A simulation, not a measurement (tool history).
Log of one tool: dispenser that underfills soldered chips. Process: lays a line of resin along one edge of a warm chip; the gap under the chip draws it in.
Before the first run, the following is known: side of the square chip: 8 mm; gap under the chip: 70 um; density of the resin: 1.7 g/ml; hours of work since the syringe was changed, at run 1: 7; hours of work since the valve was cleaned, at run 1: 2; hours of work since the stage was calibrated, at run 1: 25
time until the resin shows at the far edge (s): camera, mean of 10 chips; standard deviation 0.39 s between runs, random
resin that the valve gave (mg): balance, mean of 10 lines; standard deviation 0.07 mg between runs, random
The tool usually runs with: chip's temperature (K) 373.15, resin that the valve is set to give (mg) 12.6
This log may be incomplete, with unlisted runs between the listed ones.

run	hour	chip's temperature (K)	resin that the valve is set to give (mg)	hours of work since the syringe was changed	hours of work since the valve was cleaned	hours of work since the stage was calibrated	time until the resin shows at the far edge (s)	resin that the valve gave (mg)
1	0	373.15	12.6	7	2	25	43.7	12.5
2	2.4	373.15	12.6	8	4	27	51.3	12.46
# hour 4.2: new syringe of resin
3	7.6	373.15	13.4	2	7	31	30.6	13.24
4	12.1	373.15	13.4	6	10	34	41.4	13.31
5	14.5	373.15	12.6	7	12	36	48.7	12.38
6	16.7	373.15	12.6	9	14	37	55.2	12.32
# hour 17.5: new syringe of resin
7	19.7	360.15	12.6	2	16	39	41	12.24
8	21.9	379.15	13	3	17	41	27	12.79
9	24.3	371.15	11.4	5	19	42	40.5	11.21
10	26.3	383.15	14.2	6	20	44	32.5	13.87

Run 11 comes next. What will it give?
11	28.7	373.15	13.6	8	22	46	?	?

{"run 11": {"time until the resin shows at the far edge (s)": 48.5, "resin that the valve gave (mg)": 13.42}}
If the tool had no hidden condition, the same run with the same run-to-run variation would have returned time until the resin shows at the far edge (s) 24.8, resin that the valve gave (mg) 13.72.

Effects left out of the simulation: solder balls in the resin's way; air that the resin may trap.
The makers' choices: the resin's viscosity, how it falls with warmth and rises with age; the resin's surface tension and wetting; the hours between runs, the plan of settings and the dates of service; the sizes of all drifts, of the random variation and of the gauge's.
